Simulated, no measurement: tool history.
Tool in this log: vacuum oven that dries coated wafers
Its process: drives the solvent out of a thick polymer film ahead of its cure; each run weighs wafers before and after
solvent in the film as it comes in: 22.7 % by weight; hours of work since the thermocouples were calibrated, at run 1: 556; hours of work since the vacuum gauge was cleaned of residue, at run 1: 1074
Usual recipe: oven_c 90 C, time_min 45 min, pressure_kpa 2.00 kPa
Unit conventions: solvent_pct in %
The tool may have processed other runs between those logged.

run	hour	oven_c	time_min	pressure_kpa	hours of work since the thermocouples were calibrated	hours of work since the vacuum gauge was cleaned of residue	solvent_pct
1	0.0	90	45	2.00	556	1074	3.11
2	53.0	90	45	2.00	595	1113	3.10
3	91.9	90	45	2.00	623	1142	3.23
4	117.0	90	45	2.00	642	1161	3.12
5	177.1	90	22	2.00	686	1205	5.77
6	233.3	90	22	2.00	727	1246	5.85
7	273.5	90	22	2.00	757	1276	5.87
8	302.4	90	80	2.00	778	1297	2.54
9	352.1	90	80	2.00	815	1334	2.56
10	378.7	90	80	2.00	835	1353	2.54
# hour 409.0: vacuum gauge cleaned of residue and calibrated
11	431.0	90	45	2.00	872	16	3.18
12	468.8	90	45	2.00	900	44	3.25
# hour 506.0: oven's thermocouples calibrated
13	530.1	90	45	2.00	18	88	3.12
14	561.1	90	45	2.00	41	111	3.13
15	588.4	90	28	2.00	61	131	4.62
16	643.4	90	28	2.00	101	171	4.59
17	671.4	90	45	6.53	122	192	8.67
18	700.4	90	45	6.53	143	213	8.65
19	740.2	95	41	6.53	173	243	7.00
20	795.8	95	41	6.53	214	284	7.00
21	831.2	90	30	1.89	240	310	4.27
22	866.3	90	30	1.89	266	336	4.20
23	916.9	90	30	1.89	303	373	4.24
24	964.1	88	45	2.00	338	408	3.67
25	1020.1	88	45	2.00	379	449	3.75
26	1077.0	86	37	2.48	421	491	5.63
27	1111.6	104	37	4.99	446	516	3.81
28	1144.4	90	45	1.95	470	541	3.08
29	1205.7	80	29	1.35	516	586	8.55
30	1230.9	90	26	2.00	534	604	4.88
31	1268.0	100	36	2.00	562	632	1.82
32	1301.7	100	36	2.00	586	657	1.78
33	1340.5	77	39	7.83	615	685	17.93
34	1381.5	77	39	7.83	645	715	18.17
35	1441.2	99	44	2.11	689	759	1.89

Branching from run 35: 5 alternative next runs. What would each branch give?
A	1487.6	80	29	2.13	723	793	?
B	1487.6	75	38	4.21	723	793	?
C	1487.6	99	24	1.61	723	793	?
D	1487.6	79	32	6.09	723	793	?
E	1487.6	82	45	4.82	723	793	?

run	solvent_pct
A	9.50
B	13.92
C	2.13
D	15.22
E	10.38
The same runs, with their run-to-run variation unchanged, on a tool lacking any hidden condition would have given:
run	solvent_pct
A	9.47
B	13.89
C	2.12
D	15.19
E	10.36

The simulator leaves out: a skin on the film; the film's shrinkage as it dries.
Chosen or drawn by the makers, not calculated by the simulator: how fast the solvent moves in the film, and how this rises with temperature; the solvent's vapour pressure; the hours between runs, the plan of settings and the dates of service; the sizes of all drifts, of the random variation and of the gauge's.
